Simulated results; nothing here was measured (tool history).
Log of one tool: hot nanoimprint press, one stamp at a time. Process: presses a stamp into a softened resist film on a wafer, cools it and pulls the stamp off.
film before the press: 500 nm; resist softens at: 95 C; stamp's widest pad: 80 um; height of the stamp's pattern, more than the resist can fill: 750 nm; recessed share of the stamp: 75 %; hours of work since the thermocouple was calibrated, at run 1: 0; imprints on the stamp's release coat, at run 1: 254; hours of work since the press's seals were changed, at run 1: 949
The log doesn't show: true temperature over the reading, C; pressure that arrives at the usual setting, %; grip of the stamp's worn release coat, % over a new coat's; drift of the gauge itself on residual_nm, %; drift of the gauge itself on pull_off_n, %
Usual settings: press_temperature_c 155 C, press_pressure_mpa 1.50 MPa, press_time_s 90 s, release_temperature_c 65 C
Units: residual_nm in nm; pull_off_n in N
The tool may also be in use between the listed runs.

| run | hour | press_temperature_c | press_pressure_mpa | press_time_s | release_temperature_c | hours of work since the thermocouple was calibrated | imprints on the stamp's release coat | hours of work since the press's seals were changed | residual_nm | pull_off_n |
|---|---|---|---|---|---|---|---|---|---|---|
| 1 | 0.0 | 155 | 1.50 | 90 | 65 | 0 | 254 | 949 | 245.9 | 107 |
| 2 | 51.1 | 155 | 1.51 | 90 | 65 | 28 | 392 | 977 | 245.9 | 108 |
| 3 | 102.1 | 155 | 1.15 | 90 | 65 | 56 | 529 | 1005 | 266.9 | 113 |
|  | 110.3 | stamp cleaned and given a new release coat |
| 4 | 137.0 | 155 | 1.15 | 90 | 65 | 72 | 72 | 1020 | 268.4 | 102 |
| 5 | 186.6 | 155 | 1.15 | 90 | 65 | 99 | 206 | 1047 | 268.6 | 105 |
| 6 | 215.3 | 155 | 1.15 | 90 | 65 | 114 | 283 | 1063 | 270.8 | 111 |
| 7 | 253.1 | 155 | 1.15 | 90 | 65 | 135 | 385 | 1084 | 265.7 | 105 |
| 8 | 301.7 | 155 | 1.15 | 90 | 65 | 161 | 516 | 1110 | 264.5 | 107 |
|  | 314.8 | stamp cleaned and given a new release coat |
| 9 | 332.3 | 155 | 1.15 | 90 | 65 | 175 | 48 | 1124 | 267.2 | 97 |
| 10 | 355.2 | 155 | 2.12 | 90 | 65 | 187 | 109 | 1136 | 214.8 | 99 |
|  | 361.1 | plate thermocouple calibrated |
| 11 | 387.6 | 155 | 2.12 | 90 | 65 | 14 | 189 | 1152 | 211.9 | 101 |
| 12 | 409.4 | 155 | 1.50 | 90 | 65 | 26 | 247 | 1164 | 239.3 | 99 |
| 13 | 437.3 | 155 | 1.50 | 90 | 65 | 42 | 323 | 1179 | 240.0 | 103 |
| 14 | 482.3 | 155 | 1.50 | 90 | 65 | 66 | 444 | 1204 | 241.7 | 104 |
|  | 494.2 | press's hydraulic seals changed and the load cell set to zero |
| 15 | 518.8 | 155 | 1.50 | 90 | 65 | 82 | 521 | 13 | 225.0 | 116 |
|  | 529.4 | stamp cleaned and given a new release coat |
| 16 | 547.8 | 155 | 1.50 | 90 | 55 | 94 | 50 | 26 | 227.2 | 113 |
| 17 | 575.4 | 155 | 1.40 | 109 | 65 | 109 | 124 | 41 | 216.1 | 98 |
|  | 606.6 | plate thermocouple calibrated, once more |
| 18 | 611.6 | 155 | 1.04 | 126 | 65 | 3 | 214 | 59 | 246.9 | 102 |
| 19 | 653.1 | 162 | 1.51 | 126 | 65 | 25 | 326 | 82 | 143.1 | 103 |
| 20 | 695.5 | 154 | 1.51 | 126 | 65 | 49 | 440 | 105 | 224.4 | 111 |
| 21 | 717.0 | 144 | 1.12 | 103 | 57 | 60 | 498 | 117 | 398.1 | 134 |
|  | 738.5 | stamp cleaned and given a new release coat |
| 22 | 767.7 | 155 | 1.18 | 127 | 65 | 85 | 78 | 141 | 233.1 | 102 |
| 23 | 811.7 | 155 | 1.18 | 127 | 65 | 109 | 197 | 165 | 233.0 | 108 |
| 24 | 849.8 | 165 | 1.18 | 110 | 65 | 130 | 300 | 186 | 145.8 | 107 |
| 25 | 873.4 | 165 | 1.54 | 110 | 55 | 142 | 363 | 199 | 128.3 | 130 |
| 26 | 919.1 | 159 | 1.64 | 48 | 65 | 167 | 487 | 224 | 241.8 | 107 |
|  | 943.1 | stamp cleaned and given a new release coat |
| 27 | 963.2 | 144 | 1.50 | 73 | 65 | 188 | 54 | 245 | 398.4 | 101 |
| 28 | 996.9 | 148 | 2.29 | 84 | 65 | 207 | 145 | 263 | 298.9 | 103 |
| 29 | 1044.6 | 148 | 2.29 | 84 | 65 | 233 | 274 | 289 | 297.1 | 102 |

Forecast each of these 4 alternatives for the next run:
| A | 1074.9 | 167 | 1.50 | 54 | 65 | 249 | 355 | 306 | ? | ? |
| B | 1074.9 | 148 | 0.91 | 84 | 65 | 249 | 355 | 306 | ? | ? |
| C | 1074.9 | 157 | 1.50 | 90 | 68 | 249 | 355 | 306 | ? | ? |
| D | 1074.9 | 166 | 1.50 | 57 | 67 | 249 | 355 | 306 | ? | ? |

| run | residual_nm | pull_off_n |
|---|---|---|
| A | 160.4 | 107 |
| B | 380.0 | 108 |
| C | 216.7 | 98 |
| D | 163.9 | 103 |
Without the tool's hidden state the same runs would have given:
| run | residual_nm | pull_off_n |
|---|---|---|
| A | 160.1 | 97 |
| B | 381.1 | 98 |
| C | 216.6 | 89 |
| D | 163.6 | 94 |
